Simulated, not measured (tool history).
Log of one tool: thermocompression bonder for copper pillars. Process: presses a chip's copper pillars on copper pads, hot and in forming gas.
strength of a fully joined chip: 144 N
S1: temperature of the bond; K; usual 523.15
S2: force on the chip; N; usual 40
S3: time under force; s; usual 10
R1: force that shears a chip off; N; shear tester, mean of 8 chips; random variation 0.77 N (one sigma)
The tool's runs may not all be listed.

run,hour,S1,S2,S3,R1
1,0.0,523.15,40,10,63.3
2,19.3,523.15,40,10,64.1
3,55.9,497.15,40,10,44.9
4,77.5,497.15,40,10,45.6
5,106.4,497.15,40,10,45.5
6,143.2,497.15,40,10,44.1
7,163.1,523.15,40,10,62.0
8,188.6,523.15,40,6,51.5
9,223.6,523.15,40,6,51.3
10,257.1,523.15,40,6,50.3
11,291.5,523.15,40,6,51.4
12,317.0,523.15,40,6,50.9
13,344.3,542.15,40,6,62.0
14,361.5,523.15,40,10,61.0
15,380.6,519.15,40,10,59.9
16,418.8,519.15,40,10,57.8
17,448.3,523.15,40,10,60.2
18,482.2,523.15,40,10,60.0
19,505.2,523.15,40,10,60.0
20,534.0,523.15,40,10,61.3
21,566.1,523.15,40,10,61.1
22,593.9,523.15,40,10,58.3
# hour 600.8: forming gas filter changed
23,617.4,523.15,40,17,76.5
24,649.8,523.15,52,10,83.9
25,668.3,549.15,40,7,77.3
26,694.0,549.15,40,7,76.7
27,716.1,523.15,32,9,50.2
28,750.2,523.15,49,10,79.8
29,777.4,523.15,49,10,79.9
30,806.7,523.15,49,10,79.8
31,825.3,505.15,40,10,52.4
32,863.3,505.15,40,10,52.2
33,889.9,523.15,56,5,70.1
34,922.7,523.15,56,5,70.9
35,944.5,523.15,56,5,70.8

The next listed run, before its measurement:
36,964.0,513.15,31,5,?

{"run 36": {"R1": 33.0}}
Without the tool's hidden state the same run would have given R1 29.2 N.
